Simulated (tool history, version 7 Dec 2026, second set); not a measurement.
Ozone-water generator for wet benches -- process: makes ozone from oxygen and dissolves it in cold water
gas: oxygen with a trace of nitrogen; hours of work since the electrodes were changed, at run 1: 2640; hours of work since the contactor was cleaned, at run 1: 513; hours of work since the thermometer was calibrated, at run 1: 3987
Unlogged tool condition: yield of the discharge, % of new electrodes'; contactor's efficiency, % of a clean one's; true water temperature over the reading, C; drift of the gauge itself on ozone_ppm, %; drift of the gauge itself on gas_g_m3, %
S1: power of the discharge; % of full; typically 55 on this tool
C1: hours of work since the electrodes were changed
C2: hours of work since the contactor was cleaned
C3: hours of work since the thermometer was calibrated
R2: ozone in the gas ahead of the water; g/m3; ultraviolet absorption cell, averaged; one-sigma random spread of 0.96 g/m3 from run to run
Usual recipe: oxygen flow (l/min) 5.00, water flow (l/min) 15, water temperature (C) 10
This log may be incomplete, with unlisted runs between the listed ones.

{"run": 1, "hour": 0.0, "S1": 55, "oxygen flow (l/min)": 5.0, "water flow (l/min)": 15, "water temperature (C)": 10, "C1": 2640, "C2": 513, "C3": 3987, "dissolved ozone (ppm)": 19.9, "R2": 144.6}
{"run": 2, "hour": 118.0, "S1": 55, "oxygen flow (l/min)": 5.0, "water flow (l/min)": 20, "water temperature (C)": 10, "C1": 2722, "C2": 596, "C3": 4070, "dissolved ozone (ppm)": 14.8, "R2": 143.4}
{"run": 3, "hour": 219.9, "S1": 55, "oxygen flow (l/min)": 5.33, "water flow (l/min)": 15, "water temperature (C)": 10, "C1": 2794, "C2": 667, "C3": 4141, "dissolved ozone (ppm)": 19.3, "R2": 138.5}
{"run": 4, "hour": 350.1, "S1": 55, "oxygen flow (l/min)": 5.33, "water flow (l/min)": 15, "water temperature (C)": 10, "C1": 2885, "C2": 759, "C3": 4232, "dissolved ozone (ppm)": 19.6, "R2": 139.3}
{"run": 5, "hour": 460.8, "S1": 55, "oxygen flow (l/min)": 5.0, "water flow (l/min)": 14, "water temperature (C)": 10, "C1": 2962, "C2": 836, "C3": 4310, "dissolved ozone (ppm)": 20.3, "R2": 143.3}
{"run": 6, "hour": 622.4, "S1": 55, "oxygen flow (l/min)": 5.0, "water flow (l/min)": 14, "water temperature (C)": 10, "C1": 3076, "C2": 949, "C3": 4423, "dissolved ozone (ppm)": 20.8, "R2": 142.3}
{"run": 7, "hour": 732.7, "S1": 55, "oxygen flow (l/min)": 5.0, "water flow (l/min)": 14, "water temperature (C)": 10, "C1": 3153, "C2": 1027, "C3": 4500, "dissolved ozone (ppm)": 20.3, "R2": 141.4}
{"run": 8, "hour": 907.3, "S1": 55, "oxygen flow (l/min)": 5.0, "water flow (l/min)": 14, "water temperature (C)": 10, "C1": 3275, "C2": 1149, "C3": 4622, "dissolved ozone (ppm)": 20.5, "R2": 140.7}
{"run": 9, "hour": 1062.7, "S1": 55, "oxygen flow (l/min)": 5.0, "water flow (l/min)": 15, "water temperature (C)": 10, "C1": 3384, "C2": 1258, "C3": 4731, "dissolved ozone (ppm)": 19.0, "R2": 140.4}
{"run": 10, "hour": 1208.9, "S1": 55, "oxygen flow (l/min)": 5.0, "water flow (l/min)": 15, "water temperature (C)": 10, "C1": 3486, "C2": 1360, "C3": 4834, "dissolved ozone (ppm)": 18.8, "R2": 138.9}
{"run": 11, "hour": 1389.6, "S1": 55, "oxygen flow (l/min)": 5.0, "water flow (l/min)": 15, "water temperature (C)": 10, "C1": 3613, "C2": 1487, "C3": 4960, "dissolved ozone (ppm)": 18.5, "R2": 138.0}
{"run": 12, "hour": 1478.9, "S1": 55, "oxygen flow (l/min)": 5.0, "water flow (l/min)": 15, "water temperature (C)": 10, "C1": 3675, "C2": 1549, "C3": 5023, "dissolved ozone (ppm)": 18.7, "R2": 138.2}
{"run": 13, "hour": 1597.8, "S1": 55, "oxygen flow (l/min)": 5.0, "water flow (l/min)": 15, "water temperature (C)": 10, "C1": 3759, "C2": 1632, "C3": 5106, "dissolved ozone (ppm)": 18.3, "R2": 137.4}
{"run": 14, "hour": 1730.9, "S1": 55, "oxygen flow (l/min)": 5.0, "water flow (l/min)": 15, "water temperature (C)": 11, "C1": 3852, "C2": 1726, "C3": 5199, "dissolved ozone (ppm)": 18.2, "R2": 137.3}
{"hour": 1838.6, "done": "water thermometer calibrated"}
{"run": 15, "hour": 1914.1, "S1": 55, "oxygen flow (l/min)": 5.0, "water flow (l/min)": 15, "water temperature (C)": 11, "C1": 3980, "C2": 1854, "C3": 53, "dissolved ozone (ppm)": 18.0, "R2": 136.3}
{"run": 16, "hour": 2046.7, "S1": 55, "oxygen flow (l/min)": 5.0, "water flow (l/min)": 15, "water temperature (C)": 10, "C1": 4073, "C2": 1946, "C3": 146, "dissolved ozone (ppm)": 18.3, "R2": 134.2}
{"run": 17, "hour": 2138.4, "S1": 55, "oxygen flow (l/min)": 5.0, "water flow (l/min)": 13, "water temperature (C)": 9, "C1": 4137, "C2": 2011, "C3": 210, "dissolved ozone (ppm)": 20.9, "R2": 134.4}
{"run": 18, "hour": 2246.6, "S1": 77, "oxygen flow (l/min)": 5.0, "water flow (l/min)": 19, "water temperature (C)": 10, "C1": 4213, "C2": 2086, "C3": 286, "dissolved ozone (ppm)": 17.6, "R2": 164.5}
{"run": 19, "hour": 2361.0, "S1": 53, "oxygen flow (l/min)": 4.06, "water flow (l/min)": 15, "water temperature (C)": 10, "C1": 4293, "C2": 2166, "C3": 366, "dissolved ozone (ppm)": 18.0, "R2": 151.3}
{"run": 20, "hour": 2478.2, "S1": 53, "oxygen flow (l/min)": 4.06, "water flow (l/min)": 15, "water temperature (C)": 10, "C1": 4375, "C2": 2249, "C3": 448, "dissolved ozone (ppm)": 17.7, "R2": 149.1}

Predict the results of run 21:
{"run": 21, "hour": 2599.4, "S1": 59, "oxygen flow (l/min)": 4.06, "water flow (l/min)": 15, "water temperature (C)": 17, "C1": 4460, "C2": 2333, "C3": 533, "dissolved ozone (ppm)": "?", "R2": "?"}

dissolved ozone (ppm): 17.0
R2: 157.8 g/m3
The same run, on a tool lacking any hidden state, would have yielded dissolved ozone (ppm) 21.8, R2 197.2 g/m3.
